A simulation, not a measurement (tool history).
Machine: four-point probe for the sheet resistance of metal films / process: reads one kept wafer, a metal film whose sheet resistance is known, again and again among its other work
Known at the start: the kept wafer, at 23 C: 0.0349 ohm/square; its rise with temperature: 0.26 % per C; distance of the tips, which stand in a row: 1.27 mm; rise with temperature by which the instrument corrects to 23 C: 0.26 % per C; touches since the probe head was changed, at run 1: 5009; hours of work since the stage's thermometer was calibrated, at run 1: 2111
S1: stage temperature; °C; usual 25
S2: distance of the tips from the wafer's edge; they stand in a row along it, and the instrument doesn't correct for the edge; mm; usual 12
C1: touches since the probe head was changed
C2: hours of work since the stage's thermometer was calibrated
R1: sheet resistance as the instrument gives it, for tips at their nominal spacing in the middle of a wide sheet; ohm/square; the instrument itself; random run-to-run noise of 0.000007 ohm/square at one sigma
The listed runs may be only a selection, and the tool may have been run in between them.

| run | day | S1 | S2 | C1 | C2 | R1 |
|---|---|---|---|---|---|---|
| 1 | 0.000 | 25 | 12 | 5009 | 2111 | 0.035206 |
| 2 | 0.896 | 25 | 12 | 5544 | 2126 | 0.035214 |
| 3 | 1.525 | 25 | 12 | 5919 | 2137 | 0.035225 |
| 4 | 2.117 | 25 | 12 | 6270 | 2147 | 0.035215 |
| 5 | 2.604 | 25 | 12 | 6562 | 2155 | 0.035218 |
| 6 | 3.542 | 25 | 12 | 7122 | 2171 | 0.035209 |
| 7 | 4.446 | 26 | 12 | 7661 | 2186 | 0.035209 |
| 8 | 5.371 | 25 | 12 | 8213 | 2201 | 0.035216 |
| 9 | 5.838 | 25 | 12 | 8490 | 2209 | 0.035219 |
| 10 | 6.625 | 23 | 12 | 8961 | 2222 | 0.035231 |
| 11 | 7.075 | 25 | 12 | 9229 | 2230 | 0.035220 |
| 12 | 7.758 | 25 | 12 | 9637 | 2241 | 0.035211 |
| 13 | 8.179 | 25 | 12 | 9888 | 2248 | 0.035223 |
| 14 | 8.838 | 27 | 12 | 10281 | 2259 | 0.035206 |
|  | 8.925 | stage's thermometer calibrated |
| 15 | 9.758 | 21 | 12 | 10815 | 14 | 0.035251 |
| 16 | 10.429 | 21 | 12 | 11218 | 25 | 0.035243 |
| 17 | 11.354 | 34 | 3 | 11767 | 41 | 0.038038 |
| 18 | 11.758 | 34 | 30 | 12010 | 47 | 0.035018 |
| 19 | 12.571 | 23 | 4 | 12495 | 61 | 0.036822 |
| 20 | 12.975 | 35 | 4 | 12734 | 68 | 0.036782 |
|  | 13.350 | stage's thermometer calibrated, once more |
| 21 | 13.517 | 35 | 4 | 13045 | 3 | 0.036674 |
| 22 | 14.062 | 25 | 10 | 13371 | 12 | 0.035226 |
| 23 | 14.912 | 25 | 29 | 13878 | 26 | 0.034963 |
| 24 | 15.433 | 25 | 29 | 14190 | 35 | 0.034972 |
| 25 | 16.033 | 25 | 26 | 14547 | 45 | 0.034965 |

Alternative continuations, all from the tool just after run 25; predict every row:
| A | 16.783 | 25 | 51 | 14993 | 57 | ? |
| B | 16.783 | 22 | 4 | 14993 | 57 | ? |
| C | 16.783 | 25 | 31 | 14993 | 57 | ? |
| D | 16.783 | 31 | 10 | 14993 | 57 | ? |
| E | 16.783 | 32 | 8 | 14993 | 57 | ? |

| run | R1 |
|---|---|
| A | 0.034922 |
| B | 0.036709 |
| C | 0.034945 |
| D | 0.035202 |
| E | 0.035370 |
Had the tool no hidden state, the same runs would have come out as:
| run | R1 |
|---|---|
| A | 0.034896 |
| B | 0.036682 |
| C | 0.034919 |
| D | 0.035176 |
| E | 0.035344 |

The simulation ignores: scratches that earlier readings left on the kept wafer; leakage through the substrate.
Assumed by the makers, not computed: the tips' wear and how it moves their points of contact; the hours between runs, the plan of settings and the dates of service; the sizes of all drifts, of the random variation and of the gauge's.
